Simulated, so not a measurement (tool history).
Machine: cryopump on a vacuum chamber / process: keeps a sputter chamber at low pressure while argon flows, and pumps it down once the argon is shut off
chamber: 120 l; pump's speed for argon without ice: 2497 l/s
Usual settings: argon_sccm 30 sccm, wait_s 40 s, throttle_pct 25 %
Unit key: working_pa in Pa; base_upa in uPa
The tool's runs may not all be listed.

run,hour,argon_sccm,wait_s,throttle_pct,working_pa,base_upa
1,0.0,30,40,25,0.0814,1.85
2,48.4,30,40,25,0.0817,1.76
3,78.7,14,40,25,0.0394,1.89
4,127.4,30,134,25,0.0819,0.88
5,154.2,30,134,25,0.0817,0.89
6,199.3,30,134,25,0.0826,0.94
7,246.2,30,134,25,0.0832,0.91
8,276.6,30,134,25,0.0829,0.96
9,312.5,24,134,25,0.0673,0.93
10,346.8,30,40,25,0.0838,1.92
11,386.5,44,40,25,0.1233,1.96
12,415.2,44,40,25,0.1239,1.96
13,437.2,44,40,25,0.1252,2.02
14,476.5,44,40,25,0.1264,2.00
15,514.1,14,40,25,0.0384,1.87
16,543.3,14,40,25,0.0377,1.84
17,567.8,30,40,21,0.0969,1.92
18,607.6,30,40,21,0.0977,1.96
19,638.8,30,214,21,0.0972,0.83
20,659.2,30,214,21,0.0980,0.81
21,686.0,30,214,21,0.0973,0.86
22,722.4,30,214,21,0.0980,0.84
23,745.1,25,40,28,0.0617,1.94
24,786.2,30,40,31,0.0678,1.96
25,809.4,32,40,25,0.0895,2.01
26,835.4,32,40,25,0.0895,1.99
27,859.0,32,40,25,0.0903,1.97
28,881.1,32,40,25,0.0908,2.10
29,914.5,15,34,18,0.0585,2.31
30,937.2,30,84,36,0.0600,1.36
31,961.4,30,84,36,0.0599,1.33
32,994.5,30,84,36,0.0607,1.35
33,1019.2,22,41,17,0.0879,1.95

Removed from this log: 2 entries logged between the listed runs. Between which two listed runs does each belong, and how does the tool's hidden state at the listed run before it compare with that at the listed run after it?
After run 14, before run 15: pump warmed up, emptied and cooled again (hour 506.8)
  pump's speed, % of a pump's without ice: 83.2 -> 99.7; cold plate's temperature, K: 12.66 -> 12.67; leak into the chamber, uPa l/s: 1266 -> 1279
  difference, measured minus the result without the unlogged condition, working_pa: +0.0065 -> +0.0001 Pa; base_upa: +0.50 -> +0.40 uPa
After run 32, before run 33: pump warmed up, emptied and cooled again (hour 1014.2)
  pump's speed, % of a pump's without ice: 83.3 -> 99.2; cold plate's temperature, K: 12.85 -> 12.86; leak into the chamber, uPa l/s: 1478 -> 1487
  difference, measured minus the result without the unlogged condition, working_pa: +0.0045 -> +0.0003 Pa; base_upa: +0.58 -> +0.49 uPa
